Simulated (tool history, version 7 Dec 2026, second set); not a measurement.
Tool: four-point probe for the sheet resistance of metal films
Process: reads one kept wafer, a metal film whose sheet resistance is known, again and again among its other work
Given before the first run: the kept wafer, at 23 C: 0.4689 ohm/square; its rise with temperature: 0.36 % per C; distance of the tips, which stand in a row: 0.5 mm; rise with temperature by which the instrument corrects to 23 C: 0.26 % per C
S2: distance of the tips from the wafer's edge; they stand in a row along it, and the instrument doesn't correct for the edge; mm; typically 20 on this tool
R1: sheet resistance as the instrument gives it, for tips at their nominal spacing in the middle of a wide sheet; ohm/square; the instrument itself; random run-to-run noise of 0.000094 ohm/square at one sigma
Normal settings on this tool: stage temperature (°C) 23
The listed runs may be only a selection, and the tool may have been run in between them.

Run 1, hour 0: usual settings. Result: R1 0.469381 ohm/square.
Run 2, hour 127.7: usual settings but S2 11 mm. Result: R1 0.46973 ohm/square.
Run 3, hour 191.7: usual settings but S2 11 mm. Result: R1 0.469853 ohm/square.
Run 4, hour 274.1: usual settings but stage temperature (°C) 29. Result: R1 0.472248 ohm/square.
Run 5, hour 341.6: usual settings but stage temperature (°C) 29. Result: R1 0.472248 ohm/square.
Run 6, hour 464.7: usual settings but stage temperature (°C) 18. Result: R1 0.467118 ohm/square.
Run 7, hour 562.6: usual settings but stage temperature (°C) 30, S2 42 mm. Result: R1 0.472493 ohm/square.
Run 8, hour 651.3: usual settings but stage temperature (°C) 26, S2 42 mm. Result: R1 0.470822 ohm/square.
Run 9, hour 704: usual settings but stage temperature (°C) 26, S2 42 mm. Result: R1 0.470812 ohm/square.
Run 10, hour 828.4: usual settings but stage temperature (°C) 19, S2 74 mm. Result: R1 0.467444 ohm/square.
Run 11, hour 886.9: usual settings but stage temperature (°C) 32, S2 27 mm. Result: R1 0.473655 ohm/square.
Run 12, hour 993.1: usual settings but stage temperature (°C) 32, S2 27 mm. Result: R1 0.473618 ohm/square.

Each row is a separate what-if for the run after 12, all from the same tool condition, not one after another. Results?
Run A, hour 1108.2: usual settings but stage temperature (°C) 20, S2 11 mm. Result: R1 ?.
Run B, hour 1108.2: usual settings but stage temperature (°C) 32, S2 9 mm. Result: R1 ?.
Run C, hour 1108.2: usual settings but stage temperature (°C) 27, S2 5 mm. Result: R1 ?.

run        R1
  A  0.468335
  B  0.474501
  C  0.473884
What these runs would have given with no unlogged condition in the tool:
run        R1
  A  0.467889
  B   0.47403
  C  0.473421
